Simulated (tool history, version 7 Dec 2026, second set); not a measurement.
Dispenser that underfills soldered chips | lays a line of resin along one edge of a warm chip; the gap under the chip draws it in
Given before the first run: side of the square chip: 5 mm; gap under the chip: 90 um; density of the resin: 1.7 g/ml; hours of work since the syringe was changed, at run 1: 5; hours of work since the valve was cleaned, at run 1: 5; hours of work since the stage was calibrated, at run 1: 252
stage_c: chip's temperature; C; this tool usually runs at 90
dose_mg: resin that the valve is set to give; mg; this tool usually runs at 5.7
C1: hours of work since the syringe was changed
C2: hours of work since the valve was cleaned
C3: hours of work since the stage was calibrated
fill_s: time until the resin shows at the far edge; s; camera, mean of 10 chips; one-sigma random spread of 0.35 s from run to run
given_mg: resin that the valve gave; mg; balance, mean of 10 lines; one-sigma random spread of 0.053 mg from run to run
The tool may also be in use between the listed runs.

Run 1, hour 0: usual settings; C1 5; C2 5; C3 252. Result: fill_s 29.5 s, given_mg 5.65 mg.
At hour 5.3: new syringe of resin.
Run 2, hour 7.2: usual settings; C1 1; C2 9; C3 257. Result: fill_s 22.4 s, given_mg 5.72 mg.
Run 3, hour 16: usual settings; C1 7; C2 15; C3 263. Result: fill_s 37.3 s, given_mg 5.69 mg.
At hour 17.2: new syringe of resin.
At hour 29: new syringe of resin.
Run 4, hour 31.1: usual settings; C1 1; C2 25; C3 273. Result: fill_s 22.3 s, given_mg 5.58 mg.
Run 5, hour 38.4: usual settings; C1 7; C2 31; C3 278. Result: fill_s 34.6 s, given_mg 5.5 mg.
At hour 41.2: new syringe of resin.
Run 6, hour 47.7: usual settings but stage_c 82 C; C1 4; C2 37; C3 284. Result: fill_s 36.5 s, given_mg 5.58 mg.
At hour 53: new syringe of resin.
Run 7, hour 61.1: usual settings; C1 6; C2 46; C3 293. Result: fill_s 32.6 s, given_mg 5.6 mg.
At hour 65.6: new syringe of resin.
Run 8, hour 71.2: usual settings; C1 4; C2 53; C3 300. Result: fill_s 27.5 s, given_mg 5.51 mg.
At hour 78.1: new syringe of resin.
Run 9, hour 78.3: usual settings; C1 0; C2 57; C3 305. Result: fill_s 20.6 s, given_mg 5.44 mg.
At hour 90.2: new syringe of resin.
Run 10, hour 90.6: usual settings; C1 0; C2 66; C3 313. Result: fill_s 21.1 s, given_mg 5.57 mg.
Run 11, hour 99.7: usual settings; C1 7; C2 72; C3 319. Result: fill_s 36.1 s, given_mg 5.42 mg.
At hour 102.6: new syringe of resin.
Run 12, hour 112.4: usual settings; C1 7; C2 80; C3 328. Result: fill_s 36.7 s, given_mg 5.41 mg.
At hour 114.4: new syringe of resin.
At hour 126.1: new syringe of resin.
Run 13, hour 127.3: usual settings; C1 1; C2 90; C3 338. Result: fill_s 22.2 s, given_mg 5.41 mg.
Run 14, hour 136.6: usual settings but stage_c 91 C, dose_mg 6.92 mg; C1 7; C2 97; C3 344. Result: fill_s 36.1 s, given_mg 6.53 mg.
At hour 138.2: new syringe of resin.
Run 15, hour 146.9: usual settings but stage_c 91 C, dose_mg 6.92 mg; C1 6; C2 104; C3 351. Result: fill_s 32.7 s, given_mg 6.38 mg.
At hour 150.6: new syringe of resin.
At hour 158.2: dispensing valve cleaned and set on the balance.
Run 16, hour 160: usual settings but dose_mg 6.92 mg; C1 6; C2 1; C3 359. Result: fill_s 32.3 s, given_mg 6.92 mg.
At hour 164.1: new syringe of resin.
Run 17, hour 170.4: usual settings but stage_c 89 C, dose_mg 4.89 mg; C1 4; C2 8; C3 366. Result: fill_s 31.8 s, given_mg 4.82 mg.
At hour 176: new syringe of resin.
Run 18, hour 179.1: usual settings but stage_c 75 C, dose_mg 4.94 mg; C1 2; C2 14; C3 372. Result: fill_s 39.2 s, given_mg 4.89 mg.
At hour 187.6: new syringe of resin.
Run 19, hour 187.6: usual settings but stage_c 75 C, dose_mg 6.16 mg; C1 0; C2 20; C3 378. Result: fill_s 32.5 s, given_mg 6.03 mg.
Run 20, hour 196.6: usual settings but stage_c 89 C, dose_mg 6.74 mg; C1 6; C2 26; C3 384. Result: fill_s 35.5 s, given_mg 6.61 mg.
At hour 199.6: new syringe of resin.
Run 21, hour 210.3: usual settings but stage_c 80 C, dose_mg 6.17 mg; C1 7; C2 35; C3 393. Result: fill_s 50.4 s, given_mg 5.99 mg.
At hour 211.7: new syringe of resin.
Run 22, hour 221.3: usual settings but stage_c 80 C, dose_mg 6.17 mg; C1 7; C2 43; C3 401. Result: fill_s 46.7 s, given_mg 5.98 mg.
At hour 223.9: new syringe of resin.
Run 23, hour 232.3: usual settings but stage_c 94 C; C1 6; C2 50; C3 408. Result: fill_s 29.3 s, given_mg 5.47 mg.
At hour 235.7: new syringe of resin.
Run 24, hour 240.1: usual settings but dose_mg 6.48 mg; C1 3; C2 55; C3 413. Result: fill_s 26.7 s, given_mg 6.27 mg.

What if the next run were any one of these 3? Each begins from the tool's condition after run 24:
At hour 248: new syringe of resin.
Run A, hour 255.5: usual settings but dose_mg 5.43 mg; C1 5; C2 66; C3 424. Result: fill_s ?, given_mg ?.
At hour 248: new syringe of resin.
Run B, hour 255.5: usual settings but stage_c 92 C, dose_mg 6.16 mg; C1 5; C2 66; C3 424. Result: fill_s ?, given_mg ?.
At hour 248: new syringe of resin.
Run C, hour 255.5: usual settings but stage_c 78 C, dose_mg 5.88 mg; C1 5; C2 66; C3 424. Result: fill_s ?, given_mg ?.

run  fill_s  given_mg
  A    34.1      5.14
  B    30.3      5.87
  C    45.5      5.54
Stripped of hidden state, with their random variation kept, the same runs would have yielded:
run  fill_s  given_mg
  A    19.9      5.37
  B    17.5      6.14
  C    26.1      5.79
